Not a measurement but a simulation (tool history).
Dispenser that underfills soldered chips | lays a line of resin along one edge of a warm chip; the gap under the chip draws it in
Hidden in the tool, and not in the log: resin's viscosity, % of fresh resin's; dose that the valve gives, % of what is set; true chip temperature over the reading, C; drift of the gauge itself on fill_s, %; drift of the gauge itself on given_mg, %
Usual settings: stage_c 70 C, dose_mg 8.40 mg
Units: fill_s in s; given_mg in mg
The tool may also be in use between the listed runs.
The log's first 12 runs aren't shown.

run	hour	stage_c	dose_mg	hours of work since the syringe was changed	hours of work since the valve was cleaned	hours of work since the stage was calibrated	fill_s	given_mg
# hour 153.3: new syringe of resin
13	160.3	70	8.40	5	60	212	119.8	8.10
# hour 163.5: new syringe of resin
# hour 167.6: dispensing valve cleaned and set on the balance
14	169.6	70	8.40	4	1	217	109.4	8.36
# hour 174.9: new syringe of resin
15	183.3	70	8.40	6	11	227	123.3	8.34
# hour 186.2: new syringe of resin
# hour 197.5: new syringe of resin
16	197.7	56	8.40	0	20	236	178.9	8.33
# hour 208.0: new syringe of resin
17	208.0	79	8.40	0	27	243	61.3	8.26
# hour 218.7: new syringe of resin
18	223.7	79	8.40	3	38	254	72.5	8.23
# hour 228.8: new syringe of resin
19	236.0	79	8.40	5	46	262	79.9	8.16
# hour 239.2: new syringe of resin
# hour 249.6: new syringe of resin
20	251.9	70	9.08	2	57	273	99.1	8.76
# hour 260.4: new syringe of resin
21	261.7	68	10.57	1	63	279	105.0	10.09
# hour 264.0: dispensing valve cleaned and set on the balance
# hour 271.9: new syringe of resin
22	278.6	68	10.57	5	10	290	128.9	10.52
# hour 282.8: new syringe of resin
23	287.6	85	8.40	3	16	296	57.7	8.34
# hour 293.6: new syringe of resin
24	301.2	79	7.74	5	25	305	83.8	7.62
# hour 303.7: new syringe of resin
25	313.4	57	8.40	7	33	313	250.1	8.21
# hour 315.0: new syringe of resin
# hour 326.4: new syringe of resin
26	328.2	57	9.31	1	43	323	183.0	9.04
# hour 336.5: new syringe of resin
27	338.1	71	7.59	1	50	330	93.5	7.39
# hour 347.4: new syringe of resin
28	350.6	73	8.01	2	58	338	90.7	7.70
# hour 357.7: new syringe of resin
29	357.8	81	10.20	0	63	343	55.2	9.79
# hour 361.0: dispensing valve cleaned and set on the balance
# hour 368.9: new syringe of resin
30	372.7	81	8.01	3	8	352	63.2	7.97
# hour 379.4: new syringe of resin
31	380.9	81	8.01	1	13	358	59.4	7.97
# hour 389.7: new syringe of resin
32	389.7	66	8.76	0	19	364	111.1	8.63
# hour 391.4: stage's temperature calibrated
# hour 401.5: new syringe of resin
33	406.6	57	8.40	4	30	10	196.9	8.21
# hour 412.2: new syringe of resin
34	413.9	81	8.40	1	35	15	56.6	8.24

Forecast each of these 3 alternatives for the next run:
# hour 423.1: new syringe of resin
A	427.9	63	8.53	3	44	25	?	?
# hour 423.1: new syringe of resin
B	427.9	61	9.02	3	44	25	?	?
# hour 423.1: new syringe of resin
C	427.9	75	10.48	3	44	25	?	?

run	fill_s	given_mg
A	142.2	8.25
B	154.0	8.70
C	81.7	10.15
Without the tool's hidden state the same runs would have given:
run	fill_s	given_mg
A	118.3	8.53
B	128.3	8.99
C	68.2	10.49

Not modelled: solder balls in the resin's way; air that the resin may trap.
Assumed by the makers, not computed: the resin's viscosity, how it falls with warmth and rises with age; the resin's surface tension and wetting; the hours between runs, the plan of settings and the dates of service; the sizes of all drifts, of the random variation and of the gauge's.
